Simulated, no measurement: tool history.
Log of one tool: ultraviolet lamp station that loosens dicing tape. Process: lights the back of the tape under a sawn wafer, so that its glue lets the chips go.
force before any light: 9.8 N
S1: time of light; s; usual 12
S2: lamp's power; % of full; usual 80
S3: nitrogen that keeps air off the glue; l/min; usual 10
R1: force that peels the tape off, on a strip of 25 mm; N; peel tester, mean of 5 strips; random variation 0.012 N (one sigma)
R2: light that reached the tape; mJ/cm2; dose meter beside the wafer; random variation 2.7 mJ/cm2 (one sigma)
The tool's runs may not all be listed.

{"run": 1, "day": 0.0, "S1": 12, "S2": 80, "S3": 10, "R1": 1.075, "R2": 269}
{"run": 2, "day": 0.55, "S1": 12, "S2": 80, "S3": 10, "R1": 1.07, "R2": 270}
{"run": 3, "day": 1.383, "S1": 12, "S2": 80, "S3": 10, "R1": 1.132, "R2": 264}
{"run": 4, "day": 1.838, "S1": 12, "S2": 80, "S3": 10, "R1": 1.095, "R2": 261}
{"run": 5, "day": 2.85, "S1": 12, "S2": 71, "S3": 10, "R1": 1.458, "R2": 226}
{"run": 6, "day": 3.371, "S1": 12, "S2": 80, "S3": 10, "R1": 1.19, "R2": 253}
{"day": 4.229, "done": "window cleaned of glue's vapour"}
{"run": 7, "day": 4.371, "S1": 10, "S2": 80, "S3": 10, "R1": 1.454, "R2": 232}
{"run": 8, "day": 5.079, "S1": 12, "S2": 77, "S3": 10, "R1": 1.156, "R2": 266}
{"run": 9, "day": 5.538, "S1": 12, "S2": 77, "S3": 10, "R1": 1.136, "R2": 264}
{"run": 10, "day": 6.312, "S1": 12, "S2": 77, "S3": 10, "R1": 1.162, "R2": 260}
{"run": 11, "day": 7.329, "S1": 14, "S2": 77, "S3": 10, "R1": 0.887, "R2": 296}
{"run": 12, "day": 8.004, "S1": 14, "S2": 77, "S3": 10, "R1": 0.889, "R2": 296}
{"run": 13, "day": 8.85, "S1": 14, "S2": 77, "S3": 10, "R1": 0.968, "R2": 291}
{"run": 14, "day": 9.467, "S1": 14, "S2": 77, "S3": 10, "R1": 0.954, "R2": 285}
{"run": 15, "day": 10.079, "S1": 14, "S2": 77, "S3": 10, "R1": 0.934, "R2": 287}
{"run": 16, "day": 10.671, "S1": 14, "S2": 77, "S3": 10, "R1": 0.995, "R2": 282}
{"run": 17, "day": 11.621, "S1": 14, "S2": 77, "S3": 10, "R1": 1.023, "R2": 276}
{"run": 18, "day": 12.625, "S1": 14, "S2": 77, "S3": 10, "R1": 1.042, "R2": 271}
{"run": 19, "day": 13.408, "S1": 14, "S2": 77, "S3": 10, "R1": 1.071, "R2": 261}
{"run": 20, "day": 14.212, "S1": 14, "S2": 77, "S3": 10, "R1": 1.135, "R2": 264}
{"run": 21, "day": 15.179, "S1": 14, "S2": 77, "S3": 10, "R1": 1.145, "R2": 264}
{"run": 22, "day": 16.079, "S1": 12, "S2": 62, "S3": 4, "R1": 3.25, "R2": 180}
{"run": 23, "day": 16.567, "S1": 12, "S2": 68, "S3": 9, "R1": 2.012, "R2": 193}
{"run": 24, "day": 17.004, "S1": 13, "S2": 76, "S3": 7, "R1": 1.763, "R2": 235}
{"day": 17.183, "done": "window cleaned of glue's vapour"}
{"run": 25, "day": 17.671, "S1": 13, "S2": 62, "S3": 3, "R1": 3.104, "R2": 208}
{"day": 18.583, "done": "lamp changed"}
{"run": 26, "day": 18.708, "S1": 13, "S2": 62, "S3": 3, "R1": 1.887, "R2": 294}
{"run": 27, "day": 19.625, "S1": 17, "S2": 63, "S3": 4, "R1": 0.941, "R2": 389}
{"run": 28, "day": 20.571, "S1": 17, "S2": 63, "S3": 4, "R1": 0.947, "R2": 381}
{"run": 29, "day": 21.388, "S1": 7, "S2": 60, "S3": 7, "R1": 3.235, "R2": 151}
{"run": 30, "day": 21.962, "S1": 8, "S2": 73, "S3": 4, "R1": 2.81, "R2": 207}
{"run": 31, "day": 22.638, "S1": 7, "S2": 85, "S3": 17, "R1": 1.392, "R2": 208}
{"run": 32, "day": 23.467, "S1": 21, "S2": 70, "S3": 7, "R1": 0.292, "R2": 503}
{"run": 33, "day": 24.488, "S1": 8, "S2": 66, "S3": 4, "R1": 3.127, "R2": 179}
{"run": 34, "day": 25.35, "S1": 8, "S2": 66, "S3": 4, "R1": 3.256, "R2": 177}
{"run": 35, "day": 26.321, "S1": 8, "S2": 66, "S3": 4, "R1": 3.278, "R2": 176}
{"run": 36, "day": 27.125, "S1": 8, "S2": 66, "S3": 4, "R1": 3.389, "R2": 172}
{"run": 37, "day": 27.583, "S1": 15, "S2": 71, "S3": 4, "R1": 1.151, "R2": 347}
{"run": 38, "day": 28.312, "S1": 15, "S2": 71, "S3": 4, "R1": 1.22, "R2": 344}
{"run": 39, "day": 28.988, "S1": 15, "S2": 71, "S3": 4, "R1": 1.242, "R2": 340}
{"run": 40, "day": 29.638, "S1": 7, "S2": 71, "S3": 4, "R1": 3.562, "R2": 158}
{"day": 30.212, "done": "window cleaned of glue's vapour"}
{"run": 41, "day": 30.271, "S1": 7, "S2": 71, "S3": 4, "R1": 3.402, "R2": 171}

Some steps in R1 between neighbouring runs. How much of each would the tool show without its hidden state too (settings, what came in, random variation), and how much is left for the hidden state, with any gauge scatter that isn't in both results?
The hidden state here: lamp's light, % of a new lamp's; light that the window lets through, % of a clean one's; drift of the gauge itself on peel_n, %; drift of the gauge itself on dose_mj_cm2, %.
Run 21 -> 22: S1 14 -> 12, S2 77 -> 62, S3 10 -> 4. R1 +2.105 N: hidden state +0.753, all else +1.352.
Run 22 -> 23: S2 62 -> 68, S3 4 -> 9. R1 -1.238 N: hidden state -0.325, all else -0.913.
Run 25 -> 26: lamp changed. R1 -1.217 N: hidden state -1.202, all else -0.015.
Run 28 -> 29: S1 17 -> 7, S2 63 -> 60, S3 4 -> 7. R1 +2.288 N: hidden state +0.115, all else +2.173.
Run 32 -> 33: S1 21 -> 8, S2 70 -> 66, S3 7 -> 4. R1 +2.835 N: hidden state +0.288, all else +2.547.
Run 39 -> 40: S1 15 -> 7. R1 +2.32 N: hidden state +0.229, all else +2.091.
